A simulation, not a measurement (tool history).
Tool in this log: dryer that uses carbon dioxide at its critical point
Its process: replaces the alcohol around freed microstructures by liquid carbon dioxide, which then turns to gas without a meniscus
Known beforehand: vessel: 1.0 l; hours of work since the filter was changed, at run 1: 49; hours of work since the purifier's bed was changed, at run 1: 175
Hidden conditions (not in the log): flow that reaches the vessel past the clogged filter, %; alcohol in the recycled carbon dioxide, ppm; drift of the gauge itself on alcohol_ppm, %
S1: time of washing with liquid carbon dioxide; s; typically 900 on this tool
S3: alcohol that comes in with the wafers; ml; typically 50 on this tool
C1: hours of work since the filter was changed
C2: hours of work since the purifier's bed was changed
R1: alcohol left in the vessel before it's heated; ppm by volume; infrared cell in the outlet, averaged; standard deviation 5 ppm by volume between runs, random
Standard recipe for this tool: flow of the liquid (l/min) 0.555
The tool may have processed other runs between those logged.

Run 1, hour 0: usual settings; C1 49; C2 175. Result: R1 72 ppm by volume.
Run 2, hour 18.4: usual settings but S1 660 s; C1 58; C2 184. Result: R1 345 ppm by volume.
Run 3, hour 47.5: usual settings; C1 72; C2 197. Result: R1 74 ppm by volume.
Run 4, hour 60.5: usual settings; C1 78; C2 204. Result: R1 85 ppm by volume.
Run 5, hour 88.8: usual settings; C1 91; C2 217. Result: R1 70 ppm by volume.
Run 6, hour 102.9: usual settings; C1 98; C2 224. Result: R1 89 ppm by volume.
Run 7, hour 125.6: usual settings; C1 109; C2 234. Result: R1 92 ppm by volume.
Run 8, hour 152.6: usual settings but S1 720 s; C1 122; C2 247. Result: R1 258 ppm by volume.
Run 9, hour 170: usual settings but S1 720 s; C1 130; C2 255. Result: R1 268 ppm by volume.
Run 10, hour 195.6: usual settings but S1 720 s; C1 142; C2 268. Result: R1 272 ppm by volume.
Run 11, hour 211.6: usual settings but S1 720 s; C1 150; C2 275. Result: R1 291 ppm by volume.
Run 12, hour 224.5: usual settings but S1 720 s; C1 156; C2 281. Result: R1 277 ppm by volume.
Run 13, hour 240.7: usual settings but S1 720 s; C1 163; C2 289. Result: R1 290 ppm by volume.
Run 14, hour 263.9: usual settings but S1 720 s; C1 175; C2 300. Result: R1 295 ppm by volume.
Run 15, hour 278.7: usual settings; C1 182; C2 307. Result: R1 112 ppm by volume.
Run 16, hour 305.2: usual settings but flow of the liquid (l/min) 0.441; C1 194; C2 320. Result: R1 328 ppm by volume.
Run 17, hour 323.7: usual settings but flow of the liquid (l/min) 0.441; C1 203; C2 328. Result: R1 330 ppm by volume.
Run 18, hour 336.9: usual settings; C1 209; C2 335. Result: R1 119 ppm by volume.
Run 19, hour 364: usual settings; C1 222; C2 347. Result: R1 118 ppm by volume.
Run 20, hour 390.7: usual settings; C1 235; C2 360. Result: R1 135 ppm by volume.
Run 21, hour 403.8: usual settings; C1 241; C2 366. Result: R1 137 ppm by volume.
Run 22, hour 417.4: usual settings; C1 247; C2 373. Result: R1 128 ppm by volume.
Run 23, hour 446.4: usual settings; C1 261; C2 387. Result: R1 130 ppm by volume.
Run 24, hour 469.6: usual settings; C1 272; C2 398. Result: R1 140 ppm by volume.

What will run 25 give?
Run 25, hour 483.1: usual settings but S1 780 s, flow of the liquid (l/min) 0.542, S3 26 ml; C1 278; C2 404. Result: R1 ?.

R1: 180 ppm by volume
Take away the tool's hidden state, keep the run-to-run variation as it was, and the same run would have given R1 72 ppm by volume.
